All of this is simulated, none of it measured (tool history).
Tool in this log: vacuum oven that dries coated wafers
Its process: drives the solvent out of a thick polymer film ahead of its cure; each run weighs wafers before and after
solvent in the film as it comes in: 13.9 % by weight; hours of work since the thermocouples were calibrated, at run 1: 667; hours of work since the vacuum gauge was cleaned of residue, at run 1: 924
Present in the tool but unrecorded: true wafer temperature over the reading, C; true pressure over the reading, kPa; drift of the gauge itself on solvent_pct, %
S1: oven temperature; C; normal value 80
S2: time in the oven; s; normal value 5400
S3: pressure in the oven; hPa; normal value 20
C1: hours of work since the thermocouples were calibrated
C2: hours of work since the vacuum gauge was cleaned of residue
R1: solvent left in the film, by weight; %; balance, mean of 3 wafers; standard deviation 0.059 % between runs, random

run   hour  S1    S2    S3    C1    C2     R1
  1      0  80  5400    20   667   924    3.6
  2   22.3  80  5400  10.4   684   941   2.63
  3   40.7  80  5400  10.4   698   955   2.57
  4   71.3  80  5400  10.4   721   978   2.53
  5   86.1  80  5400  10.4   733   990   2.65
  6  117.3  80  5400  10.4   756  1013   2.66
  7    144  80  5400  10.4   777  1033   2.69
  8  171.8  80  5400  10.4   798  1055   2.64
  9  189.8  80  5400  17.7   811  1068   3.53
 10    221  80  5400  75.4   835  1092   9.82
 11  238.6  80  9720    20   848  1105   3.11
 12    254  80  9720    20   860  1117   3.07
 13  287.5  80  9720    20   885  1142   3.03
 14  316.6  80  9720    20   908  1164   3.04
 15  339.5  80  5400    20   925  1182   3.86
 16  370.2  80  3300    20   948  1205   5.13
 17  399.9  80  3300    20   971  1228   5.13
 18  427.9  80  3300    20   992  1249   5.19
 19  442.4  77  5580  62.4  1003  1260   9.52
 20  464.5  77  5580  62.4  1020  1277   9.54
 21  490.7  77  8820  62.4  1040  1296   9.18
 22  507.8  91  4200  62.4  1053  1309   5.56
 23  528.9  91  4200  62.4  1069  1325   5.58
 24  546.2  77  8940  44.9  1082  1339   6.93
 25  582.2  69  6480  65.5  1109  1366  13.59
 26    613  69  6480  65.5  1132  1389  13.55
 27    628  69  6480  65.5  1144  1401   13.5
 28  662.6  68  8940  11.4  1170  1427   4.39
 29  682.2  95  5400  37.6  1185  1442   3.07
 30  715.3  88  5400  55.5  1210  1467   5.67
 31  745.9  85  8520  20.8  1233  1490   2.63
 32  776.8  89  6360  16.3  1257  1513   1.98
 33  807.1  89  6360  16.3  1280  1536   2.01
 34  841.2  95  5400  10.7  1305  1562   1.17

Pick out some run-to-run changes in R1. Of each, how much would a tool without hidden state show as well, from the settings, what came in and chance, and how much is left for the hidden state and any gauge scatter not in both results compared?
Run 10 -> 11: S2 5400 -> 9720, S3 75.4 -> 20. R1 -6.71 %: hidden state -0.23, all else -6.48.
Run 21 -> 22: S1 77 -> 91, S2 8820 -> 4200. R1 -3.62 %: hidden state -0.42, all else -3.2.
Run 24 -> 25: S1 77 -> 69, S2 8940 -> 6480, S3 44.9 -> 65.5. R1 +6.66 %: hidden state +0.4, all else +6.26.
Run 27 -> 28: S1 69 -> 68, S2 6480 -> 8940, S3 65.5 -> 11.4. R1 -9.11 %: hidden state -0.23, all else -8.88.
Run 28 -> 29: S1 68 -> 95, S2 8940 -> 5400, S3 11.4 -> 37.6. R1 -1.32 %: hidden state -0.67, all else -0.65.
